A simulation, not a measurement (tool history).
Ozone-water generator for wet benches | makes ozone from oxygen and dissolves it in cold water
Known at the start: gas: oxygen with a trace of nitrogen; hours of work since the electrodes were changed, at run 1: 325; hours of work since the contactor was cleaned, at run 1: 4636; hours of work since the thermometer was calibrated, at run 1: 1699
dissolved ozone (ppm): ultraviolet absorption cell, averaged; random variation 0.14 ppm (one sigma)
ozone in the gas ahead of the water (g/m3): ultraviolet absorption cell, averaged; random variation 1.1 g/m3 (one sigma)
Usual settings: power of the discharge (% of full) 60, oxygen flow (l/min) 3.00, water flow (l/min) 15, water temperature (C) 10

run   hour  power of the discharge (% of full)  oxygen flow (l/min)  water flow (l/min)  water temperature (C)  hours of work since the electrodes were changed  hours of work since the contactor was cleaned  hours of work since the thermometer was calibrated  dissolved ozone (ppm)  ozone in the gas ahead of the water (g/m3)
  1    0.0                                  60                 3.00                  15                     10                                              325                                           4636                                                1699                   14.8                                       202.0
  2   18.0                                  60                 3.00                  15                     10                                              337                                           4648                                                1711                   14.8                                       200.5
  3   33.2                                  60                 3.00                  15                     10                                              348                                           4659                                                1722                   15.0                                       201.2
  4   48.7                                  60                 3.00                  15                     10                                              359                                           4670                                                1733                   14.8                                       200.0
  5   67.3                                  60                 4.07                  15                     10                                              371                                           4682                                                1745                   16.2                                       185.0
  6   88.7                                  60                 4.07                  15                     10                                              386                                           4697                                                1760                   16.4                                       185.7
  7  115.8                                  61                 4.07                  15                      5                                              405                                           4716                                                1779                   17.6                                       185.4
  8  140.2                                  94                 4.52                  11                     14                                              422                                           4733                                                1796                   31.6                                       257.1

Forecast run 9:
  9  169.2                                  94                 4.52                  11                     14                                              442                                           4753                                                1816                      ?                                           ?

dissolved ozone (ppm): 31.6
ozone in the gas ahead of the water (g/m3): 253.4
Without the tool's hidden state the same run would have given dissolved ozone (ppm) 32.5, ozone in the gas ahead of the water (g/m3) 255.1.

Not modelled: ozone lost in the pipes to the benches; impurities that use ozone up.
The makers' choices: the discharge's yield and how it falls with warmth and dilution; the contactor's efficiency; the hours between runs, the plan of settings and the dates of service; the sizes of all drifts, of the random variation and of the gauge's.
